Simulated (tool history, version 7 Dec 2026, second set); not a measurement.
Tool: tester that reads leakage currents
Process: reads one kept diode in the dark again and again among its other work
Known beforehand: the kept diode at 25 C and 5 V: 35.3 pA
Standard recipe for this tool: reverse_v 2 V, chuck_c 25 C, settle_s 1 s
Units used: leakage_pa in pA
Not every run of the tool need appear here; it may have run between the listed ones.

run   hour  reverse_v  chuck_c  settle_s  leakage_pa
  1      0          2       25         1       23.96
  2   21.7          2       25         1       23.91
  3   44.2          2       25         1       23.93
  4   63.3          2       25         1       23.85
  5   92.9       1.75       25         1       22.39
  6  119.4       9.37       25         1       54.21
  7  145.3          2       25         1       23.81
  8  163.1          2       25         1       24.03
  9  197.7          2       25         1       24.09
 10  227.8          2       25         1       23.92
 11  263.8          2       25      0.76       24.11
 12  291.8          2       25      0.76       24.13
       296  -- chuck's temperature calibrated
 13    313          2       25      0.76       24.38
 14  338.5          2       25      0.76       24.48
 15    359          2       25      0.76        24.4
 16  388.6          2       25         1       24.43
       402  -- chuck's temperature calibrated, once more
 17  420.2          2       25      8.64       23.29
 18  454.4          2       25      0.62       23.96
 19  486.1          2       25      0.62        23.8
 20  518.6          2       25      2.03       23.52
 21  538.2      16.59       25      4.69       71.64
 22  553.9      16.59       25      4.69       71.01
 23  578.8          2       39      5.06       70.27
 24  609.8      14.67       39      5.06      192.07
 25  633.4       5.95       50      0.32      275.25
 26  656.9       5.95       50      0.32      274.11
 27  693.2       8.53       21         1       38.08
 28  728.9       10.6       22      3.65       45.09
 29    756          2       58      0.95      276.26
 30  789.2          2       58      0.95      277.39
 31  812.5          2       32         1       41.16

The next listed run, before its measurement:
 32  841.9      14.18       21      4.72           ?

leakage_pa: 48.96 pA
Were there no unlogged condition in the tool, this run, its random variation unchanged, would have produced leakage_pa 42.6 pA.

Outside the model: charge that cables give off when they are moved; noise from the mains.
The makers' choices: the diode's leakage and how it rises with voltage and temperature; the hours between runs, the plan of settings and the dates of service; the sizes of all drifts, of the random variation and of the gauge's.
